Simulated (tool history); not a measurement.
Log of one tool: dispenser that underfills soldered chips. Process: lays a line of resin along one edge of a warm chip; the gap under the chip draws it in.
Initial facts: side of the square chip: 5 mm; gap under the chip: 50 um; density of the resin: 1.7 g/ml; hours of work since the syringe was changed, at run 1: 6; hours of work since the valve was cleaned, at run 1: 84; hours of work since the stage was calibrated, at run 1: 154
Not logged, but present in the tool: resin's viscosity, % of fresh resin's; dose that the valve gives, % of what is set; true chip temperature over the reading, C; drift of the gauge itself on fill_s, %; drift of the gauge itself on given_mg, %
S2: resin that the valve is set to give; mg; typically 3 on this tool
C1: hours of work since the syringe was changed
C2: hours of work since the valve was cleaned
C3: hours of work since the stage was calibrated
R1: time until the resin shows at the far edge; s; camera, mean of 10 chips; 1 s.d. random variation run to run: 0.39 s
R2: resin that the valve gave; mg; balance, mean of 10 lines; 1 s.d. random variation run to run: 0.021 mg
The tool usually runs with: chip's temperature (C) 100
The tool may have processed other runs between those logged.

run 1 hour=0 | chip's_temperature_(C)=100 S2=3 | C1=6 C2=84 C3=154 | R1=40.8 R2=2.78
run 2 hour=4.3 | chip's_temperature_(C)=100 S2=3 | C1=9 C2=87 C3=157 | R1=50.6 R2=2.78
-- hour=5.1 new syringe of resin
run 3 hour=9.5 | chip's_temperature_(C)=108 S2=3 | C1=3 C2=91 C3=161 | R1=25.9 R2=2.78
run 4 hour=13.9 | chip's_temperature_(C)=109 S2=3 | C1=6 C2=94 C3=164 | R1=31.6 R2=2.74
run 5 hour=16.8 | chip's_temperature_(C)=109 S2=3 | C1=8 C2=96 C3=166 | R1=36 R2=2.69
-- hour=19.3 new syringe of resin
run 6 hour=23.6 | chip's_temperature_(C)=100 S2=3 | C1=3 C2=100 C3=170 | R1=31.4 R2=2.74
run 7 hour=26.5 | chip's_temperature_(C)=100 S2=3 | C1=5 C2=102 C3=172 | R1=35.9 R2=2.76
run 8 hour=32.8 | chip's_temperature_(C)=100 S2=3 | C1=9 C2=106 C3=176 | R1=50.5 R2=2.72
-- hour=33.4 new syringe of resin
run 9 hour=37.5 | chip's_temperature_(C)=100 S2=3 | C1=3 C2=109 C3=179 | R1=30.7 R2=2.72
run 10 hour=41.2 | chip's_temperature_(C)=100 S2=3 | C1=5 C2=112 C3=182 | R1=36.4 R2=2.69
run 11 hour=45.7 | chip's_temperature_(C)=100 S2=3 | C1=8 C2=115 C3=185 | R1=47.4 R2=2.71
-- hour=47.6 new syringe of resin
run 12 hour=49.4 | chip's_temperature_(C)=100 S2=3 | C1=1 C2=118 C3=187 | R1=27.3 R2=2.7
run 13 hour=54.4 | chip's_temperature_(C)=100 S2=3 | C1=5 C2=121 C3=191 | R1=36.2 R2=2.65
run 14 hour=58.3 | chip's_temperature_(C)=100 S2=3 | C1=7 C2=124 C3=194 | R1=42.9 R2=2.69
-- hour=61.8 new syringe of resin
run 15 hour=62.2 | chip's_temperature_(C)=114 S2=3 | C1=0 C2=126 C3=196 | R1=18 R2=2.63
run 16 hour=65.4 | chip's_temperature_(C)=90 S2=3 | C1=2 C2=128 C3=198 | R1=40.7 R2=2.66
run 17 hour=68.1 | chip's_temperature_(C)=90 S2=3 | C1=4 C2=130 C3=200 | R1=46.5 R2=2.69
run 18 hour=71.3 | chip's_temperature_(C)=100 S2=3 | C1=7 C2=132 C3=202 | R1=40.9 R2=2.66
run 19 hour=74.9 | chip's_temperature_(C)=100 S2=3 | C1=9 C2=135 C3=205 | R1=49.9 R2=2.67
-- hour=76.1 new syringe of resin
run 20 hour=81.5 | chip's_temperature_(C)=88 S2=3.51 | C1=4 C2=139 C3=209 | R1=44.9 R2=3.11
run 21 hour=87.6 | chip's_temperature_(C)=86 S2=2.52 | C1=8 C2=143 C3=213 | R1=73.2 R2=2.21
-- hour=90.2 new syringe of resin
-- hour=94 dispensing valve cleaned and set on the balance
run 22 hour=94.2 | chip's_temperature_(C)=97 S2=2.52 | C1=2 C2=0 C3=217 | R1=32.8 R2=2.52
run 23 hour=98.8 | chip's_temperature_(C)=113 S2=3.65 | C1=5 C2=3 C3=220 | R1=24.9 R2=3.64
run 24 hour=104.1 | chip's_temperature_(C)=100 S2=3.13 | C1=9 C2=7 C3=224 | R1=48.1 R2=3.11
-- hour=105.6 new syringe of resin
run 25 hour=107.7 | chip's_temperature_(C)=100 S2=3.73 | C1=1 C2=9 C3=226 | R1=26.3 R2=3.71
run 26 hour=111.4 | chip's_temperature_(C)=98 S2=3.64 | C1=4 C2=12 C3=229 | R1=33.9 R2=3.58
run 27 hour=114.5 | chip's_temperature_(C)=91 S2=3.47 | C1=6 C2=14 C3=231 | R1=49.8 R2=3.44
-- hour=120.1 new syringe of resin
run 28 hour=120.2 | chip's_temperature_(C)=104 S2=2.92 | C1=0 C2=18 C3=234 | R1=22.1 R2=2.9
run 29 hour=124.6 | chip's_temperature_(C)=104 S2=2.92 | C1=3 C2=21 C3=237 | R1=28.3 R2=2.88
run 30 hour=131.1 | chip's_temperature_(C)=101 S2=3.19 | C1=8 C2=25 C3=242 | R1=42.1 R2=3.12
-- hour=134.4 new syringe of resin
run 31 hour=136.6 | chip's_temperature_(C)=87 S2=2.82 | C1=1 C2=29 C3=245 | R1=39.1 R2=2.75
run 32 hour=141.1 | chip's_temperature_(C)=108 S2=3.85 | C1=5 C2=32 C3=249 | R1=26.6 R2=3.79
run 33 hour=145.4 | chip's_temperature_(C)=89 S2=2.51 | C1=8 C2=35 C3=251 | R1=62 R2=2.44
-- hour=148.8 new syringe of resin
run 34 hour=149.7 | chip's_temperature_(C)=89 S2=2.51 | C1=1 C2=37 C3=254 | R1=36.5 R2=2.48
run 35 hour=156.3 | chip's_temperature_(C)=106 S2=2.6 | C1=5 C2=42 C3=259 | R1=32.4 R2=2.52
run 36 hour=160.7 | chip's_temperature_(C)=90 S2=2.93 | C1=8 C2=45 C3=262 | R1=60.8 R2=2.81
-- hour=163.1 new syringe of resin
run 37 hour=164.8 | chip's_temperature_(C)=90 S2=3.25 | C1=1 C2=48 C3=264 | R1=34 R2=3.13

What would each run have given without the hidden state, its run-to-run variation left as it was?
run=1 R1=24.8 R2=3.01
run=2 R1=24.6 R2=3.01
run=3 R1=20.5 R2=3.02
run=4 R1=20.1 R2=2.99
run=5 R1=19.4 R2=2.95
run=6 R1=25.5 R2=3.01
run=7 R1=25 R2=3.03
run=8 R1=25.6 R2=3
run=9 R1=24.9 R2=3.01
run=10 R1=24.1 R2=2.98
run=11 R1=25.3 R2=3.01
run=12 R1=24.7 R2=3.01
run=13 R1=25.6 R2=2.97
run=14 R1=24.4 R2=3.02
run=15 R1=17.6 R2=2.96
run=16 R1=33.8 R2=3
run=17 R1=33.4 R2=3.03
run=18 R1=25 R2=3.01
run=19 R1=25.1 R2=3.02
run=20 R1=34.6 R2=3.54
run=21 R1=39 R2=2.53
run=22 R1=28.8 R2=2.51
run=23 R1=17 R2=3.64
run=24 R1=25.1 R2=3.12
run=25 R1=24 R2=3.73
run=26 R1=25.5 R2=3.61
run=27 R1=32.1 R2=3.47
run=28 R1=22.4 R2=2.93
run=29 R1=22.9 R2=2.92
run=30 R1=24.2 R2=3.18
run=31 R1=36.1 R2=2.81
run=32 R1=19.5 R2=3.88
run=33 R1=35.8 R2=2.5
run=34 R1=35.4 R2=2.55
run=35 R1=22.4 R2=2.61
run=36 R1=33.3 R2=2.91
run=37 R1=32.3 R2=3.25
